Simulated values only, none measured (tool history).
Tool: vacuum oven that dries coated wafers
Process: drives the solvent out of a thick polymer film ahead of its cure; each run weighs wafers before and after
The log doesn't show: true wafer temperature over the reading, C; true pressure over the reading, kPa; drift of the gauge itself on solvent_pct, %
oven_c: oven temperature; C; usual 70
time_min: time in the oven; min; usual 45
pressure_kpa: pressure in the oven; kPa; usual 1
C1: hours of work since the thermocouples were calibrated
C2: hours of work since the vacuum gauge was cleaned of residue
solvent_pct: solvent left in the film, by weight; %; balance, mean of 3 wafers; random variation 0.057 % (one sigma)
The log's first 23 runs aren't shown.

{"run": 24, "hour": 356.2, "oven_c": 70, "time_min": 37, "pressure_kpa": 1, "C1": 560, "C2": 476, "solvent_pct": 3.4}
{"run": 25, "hour": 369.6, "oven_c": 55, "time_min": 26, "pressure_kpa": 0.69, "C1": 570, "C2": 486, "solvent_pct": 12.89}
{"run": 26, "hour": 392.2, "oven_c": 55, "time_min": 26, "pressure_kpa": 0.69, "C1": 585, "C2": 501, "solvent_pct": 12.82}
{"run": 27, "hour": 402.2, "oven_c": 71, "time_min": 45, "pressure_kpa": 1.31, "C1": 592, "C2": 508, "solvent_pct": 2.96}
{"run": 28, "hour": 423.5, "oven_c": 58, "time_min": 44, "pressure_kpa": 1.31, "C1": 607, "C2": 523, "solvent_pct": 9.27}
{"run": 29, "hour": 434.2, "oven_c": 70, "time_min": 57, "pressure_kpa": 1, "C1": 614, "C2": 530, "solvent_pct": 2.33}
{"run": 30, "hour": 447.2, "oven_c": 70, "time_min": 57, "pressure_kpa": 0.83, "C1": 624, "C2": 539, "solvent_pct": 2.1}
{"run": 31, "hour": 463.3, "oven_c": 84, "time_min": 34, "pressure_kpa": 1.25, "C1": 635, "C2": 551, "solvent_pct": 1.35}
{"run": 32, "hour": 477.3, "oven_c": 84, "time_min": 34, "pressure_kpa": 1.25, "C1": 644, "C2": 560, "solvent_pct": 1.44}
{"run": 33, "hour": 490.7, "oven_c": 84, "time_min": 61, "pressure_kpa": 3.21, "C1": 654, "C2": 570, "solvent_pct": 3.19}
{"run": 34, "hour": 511.5, "oven_c": 84, "time_min": 61, "pressure_kpa": 3.21, "C1": 668, "C2": 584, "solvent_pct": 3.17}
{"run": 35, "hour": 530.9, "oven_c": 84, "time_min": 61, "pressure_kpa": 3.21, "C1": 682, "C2": 598, "solvent_pct": 3.16}
{"run": 36, "hour": 540.9, "oven_c": 84, "time_min": 61, "pressure_kpa": 0.58, "C1": 689, "C2": 605, "solvent_pct": 0.85}
{"run": 37, "hour": 550.1, "oven_c": 67, "time_min": 45, "pressure_kpa": 2.18, "C1": 695, "C2": 611, "solvent_pct": 5.73}
{"run": 38, "hour": 560.6, "oven_c": 67, "time_min": 45, "pressure_kpa": 2.18, "C1": 702, "C2": 618, "solvent_pct": 5.67}
{"run": 39, "hour": 571.2, "oven_c": 70, "time_min": 43, "pressure_kpa": 1.63, "C1": 710, "C2": 626, "solvent_pct": 3.85}
{"run": 40, "hour": 582.1, "oven_c": 68, "time_min": 45, "pressure_kpa": 1.4, "C1": 717, "C2": 633, "solvent_pct": 3.98}
{"run": 41, "hour": 595.2, "oven_c": 68, "time_min": 45, "pressure_kpa": 1.4, "C1": 726, "C2": 642, "solvent_pct": 4.06}
{"run": 42, "hour": 614.1, "oven_c": 64, "time_min": 31, "pressure_kpa": 1.74, "C1": 740, "C2": 655, "solvent_pct": 8.32}
{"run": 43, "hour": 632.6, "oven_c": 85, "time_min": 31, "pressure_kpa": 0.58, "C1": 752, "C2": 668, "solvent_pct": 0.85}
{"run": 44, "hour": 643.2, "oven_c": 68, "time_min": 48, "pressure_kpa": 2.95, "C1": 760, "C2": 676, "solvent_pct": 6.51}
{"run": 45, "hour": 654.0, "oven_c": 68, "time_min": 48, "pressure_kpa": 2.95, "C1": 767, "C2": 683, "solvent_pct": 6.44}

Run 46 comes next. What will it give?
{"run": 46, "hour": 674.2, "oven_c": 68, "time_min": 48, "pressure_kpa": 2.95, "C1": 781, "C2": 697, "solvent_pct": "?"}

{"run 46": {"solvent_pct": 6.42}}
Without the tool's hidden state the same run would have given solvent_pct 6.66 %.

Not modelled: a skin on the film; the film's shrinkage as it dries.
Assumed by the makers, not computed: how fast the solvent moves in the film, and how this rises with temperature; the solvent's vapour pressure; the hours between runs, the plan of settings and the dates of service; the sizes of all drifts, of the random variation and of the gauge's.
